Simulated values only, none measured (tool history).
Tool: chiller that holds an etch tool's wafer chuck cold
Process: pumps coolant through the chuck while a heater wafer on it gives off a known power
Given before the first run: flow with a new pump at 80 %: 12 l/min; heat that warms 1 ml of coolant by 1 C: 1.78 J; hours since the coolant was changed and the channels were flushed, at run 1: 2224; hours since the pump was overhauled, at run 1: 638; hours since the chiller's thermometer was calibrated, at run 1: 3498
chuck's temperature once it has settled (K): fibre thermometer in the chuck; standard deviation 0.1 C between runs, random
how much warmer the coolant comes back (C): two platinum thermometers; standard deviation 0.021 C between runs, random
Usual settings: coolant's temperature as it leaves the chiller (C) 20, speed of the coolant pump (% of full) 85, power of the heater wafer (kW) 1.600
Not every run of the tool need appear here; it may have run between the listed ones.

run,hour,coolant's temperature as it leaves the chiller (C),speed of the coolant pump (% of full),power of the heater wafer (kW),hours since the coolant was changed and the channels were flushed,hours since the pump was overhauled,hours since the chiller's thermometer was calibrated,chuck's temperature once it has settled (K),how much warmer the coolant comes back (C)
1,0.0,20,85,1.600,2224,638,3498,306.05,4.26
2,27.8,20,85,1.600,2251,666,3526,305.95,4.23
3,53.7,20,85,1.600,2277,692,3552,305.95,4.26
4,81.4,20,85,1.600,2305,719,3580,305.95,4.24
5,103.7,27,85,1.600,2327,742,3602,312.85,4.27
6,133.0,27,94,1.600,2357,771,3631,312.05,3.83
7,151.8,27,94,1.600,2375,790,3650,312.25,3.88
8,180.3,20,62,1.600,2404,818,3679,308.65,5.86
9,194.2,16,81,1.397,2418,832,3693,300.65,3.91
10,225.3,26,64,1.600,2449,863,3724,314.15,5.66
11,243.3,14,85,1.347,2467,881,3742,297.85,3.56
12,269.5,20,60,0.907,2493,907,3768,302.05,3.42
13,297.2,13,85,1.600,2521,935,3796,298.85,4.29
14,315.3,24,73,1.703,2539,953,3814,312.25,5.28
15,347.2,19,90,1.703,2571,985,3846,305.45,4.33
16,365.3,19,90,1.703,2589,1003,3864,305.45,4.28

Some steps in chuck's temperature once it has settled (K) between neighbouring runs. How much of each would the tool show without its hidden state too (settings, what came in, random variation), and how much is left for the hidden state, with any gauge scatter that isn't in both results?
Hidden conditions of the tool in this case: heat passed by the chuck's channels, % of clean ones'; flow at a given pump speed, % of a new pump's; coolant's true temperature over the reading, C; drift of the gauge itself on chuck_c, C; drift of the gauge itself on warmer_back_c, C.
Run 10 -> 11: coolant's temperature as it leaves the chiller (C) 26 -> 14, speed of the coolant pump (% of full) 64 -> 85, power of the heater wafer (kW) 1.600 -> 1.347. chuck's temperature once it has settled (K) -16.30: hidden state -0.20, all else -16.10.
Run 12 -> 13: coolant's temperature as it leaves the chiller (C) 20 -> 13, speed of the coolant pump (% of full) 60 -> 85, power of the heater wafer (kW) 0.907 -> 1.600. chuck's temperature once it has settled (K) -3.20: hidden state +0.30, all else -3.50.
